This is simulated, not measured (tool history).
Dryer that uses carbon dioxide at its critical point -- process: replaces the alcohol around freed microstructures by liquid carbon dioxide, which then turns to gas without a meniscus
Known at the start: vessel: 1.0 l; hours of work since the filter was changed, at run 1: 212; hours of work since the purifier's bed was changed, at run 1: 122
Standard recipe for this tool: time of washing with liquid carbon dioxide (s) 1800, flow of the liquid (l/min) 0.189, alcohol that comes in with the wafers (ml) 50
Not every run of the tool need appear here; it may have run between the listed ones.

run	day	time of washing with liquid carbon dioxide (s)	flow of the liquid (l/min)	alcohol that comes in with the wafers (ml)	hours of work since the filter was changed	hours of work since the purifier's bed was changed	alcohol left in the vessel before it's heated (ppm by volume)
1	0	1800	0.189	50	212	122	1065
2	0.833	1800	0.189	50	222	132	1061
3	1.304	1800	0.189	69	228	137	1484
4	1.95	1800	0.189	50	235	145	1047
5	2.717	1800	0.189	50	244	154	1076
6	3.338	1800	0.189	50	251	161	1080
7	3.992	1800	0.128	50	259	169	3651
8	4.492	1800	0.128	50	265	175	3516
9	4.938	1800	0.128	50	270	180	3612
10	5.5	1380	0.254	50	276	186	1059
11	6.275	1380	0.277	50	286	195	755
12	6.654	1320	0.177	50	290	200	3645
13	7.162	1800	0.133	50	296	206	3326
14	7.567	1800	0.236	100	301	210	931
15	8.067	1800	0.236	100	306	216	945
16	8.883	2280	0.121	89	316	226	3839
17	9.308	2280	0.212	42	321	231	243
18	10.096	1980	0.308	38	330	240	102

Each row is a separate what-if for the run after 18, all from the same tool condition, not one after another. Results?
A	10.792	2280	0.265	91	338	248	?
B	10.792	1980	0.13	50	338	248	?
C	10.792	1920	0.189	50	338	248	?
D	10.792	1800	0.136	102	338	248	?

run	alcohol left in the vessel before it's heated (ppm by volume)
A	172
B	2779
C	935
D	6384
Without the tool's hidden state the same runs would have given:
run	alcohol left in the vessel before it's heated (ppm by volume)
A	82
B	2253
C	680
D	5277
